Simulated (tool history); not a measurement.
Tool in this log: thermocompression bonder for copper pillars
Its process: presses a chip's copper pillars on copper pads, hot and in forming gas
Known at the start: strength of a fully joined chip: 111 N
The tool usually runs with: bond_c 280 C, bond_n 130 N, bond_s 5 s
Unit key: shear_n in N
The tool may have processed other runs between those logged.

| run | hour | bond_c | bond_n | bond_s | shear_n |
|---|---|---|---|---|---|
| 1 | 0.0 | 280 | 130 | 5 | 45.5 |
| 2 | 25.8 | 280 | 130 | 5 | 44.6 |
| 3 | 59.1 | 280 | 130 | 5 | 45.1 |
| 4 | 110.5 | 280 | 130 | 5 | 44.6 |
| 5 | 164.5 | 280 | 130 | 5 | 42.9 |
| 6 | 216.3 | 280 | 107 | 5 | 34.1 |
| 7 | 241.1 | 280 | 107 | 5 | 33.8 |
| 8 | 286.9 | 280 | 130 | 5 | 40.7 |
| 9 | 334.7 | 280 | 130 | 5 | 40.4 |
| 10 | 376.2 | 280 | 130 | 5 | 41.1 |
|  | 382.2 | forming gas filter changed |
| 11 | 406.5 | 280 | 190 | 5 | 63.2 |
| 12 | 458.5 | 280 | 190 | 5 | 63.4 |
| 13 | 489.9 | 280 | 190 | 5 | 61.2 |
| 14 | 518.6 | 280 | 190 | 4 | 58.8 |
| 15 | 573.6 | 280 | 81 | 5 | 23.5 |
|  | 580.4 | heater calibrated with a thermocouple chip |
| 16 | 602.1 | 280 | 130 | 12 | 53.9 |
| 17 | 657.0 | 280 | 193 | 5 | 56.1 |
| 18 | 693.1 | 280 | 193 | 5 | 58.2 |
| 19 | 736.2 | 280 | 193 | 5 | 55.8 |
|  | 784.0 | forming gas filter changed |
| 20 | 784.2 | 280 | 193 | 5 | 60.2 |
| 21 | 831.9 | 298 | 123 | 8 | 52.5 |
| 22 | 857.9 | 280 | 97 | 5 | 26.2 |
|  | 907.2 | heater calibrated with a thermocouple chip, once more |
| 23 | 910.9 | 280 | 97 | 5 | 34.0 |
| 24 | 963.6 | 280 | 113 | 3 | 33.8 |
| 25 | 1019.3 | 280 | 129 | 15 | 67.2 |
| 26 | 1076.3 | 270 | 159 | 9 | 62.0 |
| 27 | 1115.0 | 254 | 159 | 5 | 42.2 |
| 28 | 1152.5 | 262 | 139 | 10 | 51.5 |
|  | 1184.3 | forming gas filter changed |
| 29 | 1206.3 | 262 | 139 | 10 | 55.5 |
| 30 | 1234.5 | 267 | 81 | 7 | 26.9 |
| 31 | 1262.2 | 276 | 122 | 3 | 33.9 |
| 32 | 1312.8 | 252 | 163 | 5 | 44.6 |
| 33 | 1361.9 | 280 | 130 | 14 | 64.8 |
| 34 | 1413.5 | 280 | 177 | 6 | 64.6 |
| 35 | 1440.9 | 280 | 120 | 11 | 54.7 |
| 36 | 1465.4 | 280 | 120 | 11 | 53.9 |
| 37 | 1500.6 | 280 | 120 | 11 | 53.0 |
| 38 | 1552.5 | 280 | 120 | 11 | 52.5 |

Below are 5 alternative next runs, each starting from the tool's condition after run 38. Predict each:
|  | 1585.8 | forming gas filter changed |
| A | 1601.8 | 310 | 130 | 8 | ? |
|  | 1585.8 | forming gas filter changed |
| B | 1601.8 | 258 | 153 | 4 | ? |
|  | 1585.8 | forming gas filter changed |
| C | 1601.8 | 280 | 95 | 5 | ? |
|  | 1585.8 | forming gas filter changed |
| D | 1601.8 | 258 | 158 | 4 | ? |
|  | 1585.8 | forming gas filter changed |
| E | 1601.8 | 280 | 174 | 5 | ? |

| run | shear_n |
|---|---|
| A | 70.2 |
| B | 39.0 |
| C | 31.5 |
| D | 41.6 |
| E | 61.8 |
Without the tool's unlogged condition, the same runs would have read:
| run | shear_n |
|---|---|
| A | 74.6 |
| B | 42.9 |
| C | 34.8 |
| D | 45.7 |
| E | 66.5 |
